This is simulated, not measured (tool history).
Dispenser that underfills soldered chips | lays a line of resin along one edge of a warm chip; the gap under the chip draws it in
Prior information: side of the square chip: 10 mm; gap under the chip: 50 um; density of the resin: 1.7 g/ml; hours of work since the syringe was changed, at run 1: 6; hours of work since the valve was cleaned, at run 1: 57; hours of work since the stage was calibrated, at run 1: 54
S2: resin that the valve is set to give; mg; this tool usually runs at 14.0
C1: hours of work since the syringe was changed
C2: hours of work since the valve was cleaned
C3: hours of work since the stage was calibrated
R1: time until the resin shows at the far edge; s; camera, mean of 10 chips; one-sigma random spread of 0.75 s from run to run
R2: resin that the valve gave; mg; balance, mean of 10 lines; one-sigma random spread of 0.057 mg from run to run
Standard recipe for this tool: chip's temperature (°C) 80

{"run": 1, "hour": 0.0, "chip's temperature (°C)": 80, "S2": 14.0, "C1": 6, "C2": 57, "C3": 54, "R1": 96.9, "R2": 13.51}
{"hour": 1.6, "done": "new syringe of resin"}
{"run": 2, "hour": 7.6, "chip's temperature (°C)": 80, "S2": 16.8, "C1": 4, "C2": 62, "C3": 59, "R1": 85.9, "R2": 16.36}
{"hour": 12.0, "done": "new syringe of resin"}
{"run": 3, "hour": 15.3, "chip's temperature (°C)": 80, "S2": 14.0, "C1": 2, "C2": 67, "C3": 63, "R1": 79.5, "R2": 13.51}
{"hour": 22.0, "done": "new syringe of resin"}
{"run": 4, "hour": 23.9, "chip's temperature (°C)": 80, "S2": 14.0, "C1": 1, "C2": 72, "C3": 69, "R1": 74.9, "R2": 13.53}
{"run": 5, "hour": 30.2, "chip's temperature (°C)": 80, "S2": 15.1, "C1": 5, "C2": 76, "C3": 73, "R1": 92.6, "R2": 14.47}
{"hour": 32.8, "done": "new syringe of resin"}
{"hour": 37.9, "done": "dispensing valve cleaned and set on the balance"}
{"run": 6, "hour": 38.4, "chip's temperature (°C)": 80, "S2": 14.0, "C1": 3, "C2": 0, "C3": 78, "R1": 81.7, "R2": 14.13}
{"hour": 44.4, "done": "new syringe of resin"}
{"run": 7, "hour": 50.0, "chip's temperature (°C)": 80, "S2": 14.0, "C1": 4, "C2": 8, "C3": 85, "R1": 85.4, "R2": 14.05}
{"hour": 55.2, "done": "new syringe of resin"}
{"run": 8, "hour": 58.0, "chip's temperature (°C)": 80, "S2": 13.8, "C1": 2, "C2": 13, "C3": 90, "R1": 80.0, "R2": 13.67}
{"hour": 66.3, "done": "new syringe of resin"}
{"run": 9, "hour": 70.5, "chip's temperature (°C)": 76, "S2": 14.0, "C1": 3, "C2": 21, "C3": 98, "R1": 91.2, "R2": 13.9}
{"hour": 76.8, "done": "new syringe of resin"}
{"run": 10, "hour": 82.2, "chip's temperature (°C)": 76, "S2": 14.0, "C1": 4, "C2": 29, "C3": 106, "R1": 96.8, "R2": 13.7}
{"hour": 87.1, "done": "new syringe of resin"}
{"run": 11, "hour": 88.3, "chip's temperature (°C)": 80, "S2": 13.8, "C1": 1, "C2": 32, "C3": 110, "R1": 74.1, "R2": 13.54}
{"hour": 97.5, "done": "new syringe of resin"}
{"run": 12, "hour": 98.2, "chip's temperature (°C)": 80, "S2": 13.8, "C1": 0, "C2": 39, "C3": 116, "R1": 71.2, "R2": 13.51}
{"run": 13, "hour": 106.2, "chip's temperature (°C)": 80, "S2": 13.8, "C1": 6, "C2": 44, "C3": 121, "R1": 96.9, "R2": 13.46}
{"hour": 107.7, "done": "new syringe of resin"}
{"hour": 118.8, "done": "new syringe of resin"}
{"run": 14, "hour": 120.6, "chip's temperature (°C)": 80, "S2": 14.6, "C1": 1, "C2": 53, "C3": 131, "R1": 73.3, "R2": 14.19}
{"run": 15, "hour": 128.3, "chip's temperature (°C)": 80, "S2": 14.0, "C1": 6, "C2": 58, "C3": 136, "R1": 99.4, "R2": 13.59}
{"hour": 129.4, "done": "new syringe of resin"}
{"run": 16, "hour": 134.5, "chip's temperature (°C)": 80, "S2": 14.0, "C1": 3, "C2": 62, "C3": 140, "R1": 85.6, "R2": 13.7}
{"hour": 140.5, "done": "new syringe of resin"}
{"run": 17, "hour": 144.7, "chip's temperature (°C)": 80, "S2": 14.0, "C1": 3, "C2": 69, "C3": 146, "R1": 85.2, "R2": 13.48}
{"hour": 151.0, "done": "new syringe of resin"}
{"run": 18, "hour": 156.8, "chip's temperature (°C)": 80, "S2": 14.0, "C1": 4, "C2": 77, "C3": 154, "R1": 88.8, "R2": 13.45}
{"hour": 161.4, "done": "new syringe of resin"}
{"hour": 164.4, "done": "dispensing valve cleaned and set on the balance"}
{"run": 19, "hour": 170.0, "chip's temperature (°C)": 80, "S2": 14.0, "C1": 5, "C2": 4, "C3": 162, "R1": 93.1, "R2": 13.92}
{"hour": 173.2, "done": "new syringe of resin"}
{"run": 20, "hour": 179.4, "chip's temperature (°C)": 86, "S2": 16.3, "C1": 4, "C2": 10, "C3": 168, "R1": 74.6, "R2": 16.34}
{"hour": 184.1, "done": "new syringe of resin"}
{"run": 21, "hour": 190.4, "chip's temperature (°C)": 81, "S2": 13.4, "C1": 4, "C2": 17, "C3": 175, "R1": 87.8, "R2": 13.24}
{"hour": 194.7, "done": "new syringe of resin"}
{"run": 22, "hour": 196.6, "chip's temperature (°C)": 81, "S2": 13.4, "C1": 1, "C2": 21, "C3": 179, "R1": 72.6, "R2": 13.35}
{"hour": 205.5, "done": "new syringe of resin"}
{"run": 23, "hour": 209.5, "chip's temperature (°C)": 80, "S2": 13.2, "C1": 3, "C2": 29, "C3": 187, "R1": 84.0, "R2": 12.91}
{"hour": 216.3, "done": "new syringe of resin"}
{"run": 24, "hour": 218.2, "chip's temperature (°C)": 80, "S2": 13.2, "C1": 1, "C2": 35, "C3": 193, "R1": 76.5, "R2": 12.97}
{"hour": 226.7, "done": "new syringe of resin"}
{"run": 25, "hour": 226.9, "chip's temperature (°C)": 80, "S2": 13.2, "C1": 0, "C2": 40, "C3": 198, "R1": 73.6, "R2": 12.98}
{"run": 26, "hour": 236.2, "chip's temperature (°C)": 90, "S2": 16.3, "C1": 6, "C2": 46, "C3": 204, "R1": 72.8, "R2": 15.87}
{"hour": 237.1, "done": "new syringe of resin"}
{"run": 27, "hour": 245.6, "chip's temperature (°C)": 79, "S2": 13.6, "C1": 6, "C2": 52, "C3": 210, "R1": 102.3, "R2": 13.34}
{"hour": 247.8, "done": "new syringe of resin"}
{"run": 28, "hour": 253.7, "chip's temperature (°C)": 79, "S2": 13.6, "C1": 4, "C2": 57, "C3": 216, "R1": 92.4, "R2": 13.23}
{"hour": 258.4, "done": "new syringe of resin"}
{"run": 29, "hour": 263.8, "chip's temperature (°C)": 92, "S2": 17.6, "C1": 4, "C2": 64, "C3": 222, "R1": 59.9, "R2": 16.98}
{"hour": 268.9, "done": "new syringe of resin"}
{"run": 30, "hour": 269.8, "chip's temperature (°C)": 71, "S2": 16.2, "C1": 1, "C2": 68, "C3": 226, "R1": 98.5, "R2": 15.69}
{"hour": 280.0, "done": "new syringe of resin"}
{"run": 31, "hour": 283.9, "chip's temperature (°C)": 79, "S2": 14.5, "C1": 3, "C2": 77, "C3": 235, "R1": 87.4, "R2": 13.82}
{"hour": 290.4, "done": "dispensing valve cleaned and set on the balance"}
{"hour": 291.6, "done": "new syringe of resin"}
{"run": 32, "hour": 292.0, "chip's temperature (°C)": 72, "S2": 13.0, "C1": 0, "C2": 1, "C3": 239, "R1": 97.6, "R2": 13.03}
{"run": 33, "hour": 298.6, "chip's temperature (°C)": 72, "S2": 13.0, "C1": 5, "C2": 5, "C3": 244, "R1": 124.8, "R2": 12.94}
{"hour": 301.7, "done": "new syringe of resin"}
{"hour": 312.0, "done": "new syringe of resin"}
{"run": 34, "hour": 313.2, "chip's temperature (°C)": 72, "S2": 13.0, "C1": 1, "C2": 14, "C3": 253, "R1": 98.2, "R2": 12.92}
{"hour": 322.6, "done": "new syringe of resin"}
{"run": 35, "hour": 327.1, "chip's temperature (°C)": 90, "S2": 14.1, "C1": 3, "C2": 23, "C3": 262, "R1": 62.5, "R2": 13.81}

Here are 3 independent what-if runs from the current tool condition. What would each one return?
{"hour": 333.0, "done": "new syringe of resin"}
{"run": "A", "hour": 336.8, "chip's temperature (°C)": 91, "S2": 13.9, "C1": 3, "C2": 30, "C3": 268, "R1": "?", "R2": "?"}
{"hour": 333.0, "done": "new syringe of resin"}
{"run": "B", "hour": 336.8, "chip's temperature (°C)": 68, "S2": 14.0, "C1": 3, "C2": 30, "C3": 268, "R1": "?", "R2": "?"}
{"hour": 333.0, "done": "new syringe of resin"}
{"run": "C", "hour": 336.8, "chip's temperature (°C)": 90, "S2": 18.1, "C1": 3, "C2": 30, "C3": 268, "R1": "?", "R2": "?"}

run=A R1=60.9 R2=13.66
run=B R1=127.4 R2=13.81
run=C R1=61.7 R2=17.70
What these runs would have given with no unlogged condition in the tool:
run=A R1=49.3 R2=13.90
run=B R1=102.5 R2=14.05
run=C R1=50.0 R2=18.01
